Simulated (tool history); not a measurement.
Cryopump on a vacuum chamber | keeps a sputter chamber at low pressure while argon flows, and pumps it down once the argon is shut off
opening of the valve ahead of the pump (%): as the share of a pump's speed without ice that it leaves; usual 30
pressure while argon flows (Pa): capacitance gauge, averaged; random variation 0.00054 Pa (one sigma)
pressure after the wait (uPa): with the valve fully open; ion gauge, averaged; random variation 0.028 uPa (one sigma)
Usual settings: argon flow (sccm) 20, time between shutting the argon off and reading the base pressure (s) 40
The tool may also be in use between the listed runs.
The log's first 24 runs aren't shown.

| run | hour | argon flow (sccm) | time between shutting the argon off and reading the base pressure (s) | opening of the valve ahead of the pump (%) | hours of work since the pump was warmed up and emptied | hours of work since the cold head was overhauled | hours of work since the chamber's fittings were tightened | pressure while argon flows (Pa) | pressure after the wait (uPa) |
|---|---|---|---|---|---|---|---|---|---|
| 25 | 280.5 | 26 | 40 | 30 | 694 | 694 | 3047 | 0.0720 | 2.70 |
| 26 | 288.3 | 20 | 150 | 26 | 700 | 700 | 3054 | 0.0644 | 1.87 |
| 27 | 300.3 | 39 | 40 | 20 | 711 | 711 | 3064 | 0.1613 | 2.85 |
| 28 | 310.4 | 23 | 291 | 32 | 720 | 720 | 3073 | 0.0609 | 1.68 |
| 29 | 326.8 | 23 | 291 | 32 | 734 | 734 | 3087 | 0.0605 | 1.76 |
| 30 | 340.6 | 23 | 291 | 32 | 746 | 746 | 3100 | 0.0607 | 1.80 |
| 31 | 355.4 | 19 | 242 | 20 | 759 | 759 | 3113 | 0.0778 | 1.83 |
| 32 | 364.4 | 19 | 242 | 20 | 767 | 767 | 3121 | 0.0790 | 1.85 |
| 33 | 375.7 | 19 | 242 | 20 | 777 | 777 | 3130 | 0.0792 | 1.86 |

Run 34 comes next. What will it give?
| 34 | 390.5 | 10 | 60 | 20 | 790 | 790 | 3143 | ? | ? |

Run 34 gave pressure while argon flows (Pa) 0.0402, pressure after the wait (uPa) 2.54.
Without the tool's hidden state the same run would have given pressure while argon flows (Pa) 0.0378, pressure after the wait (uPa) 0.99.
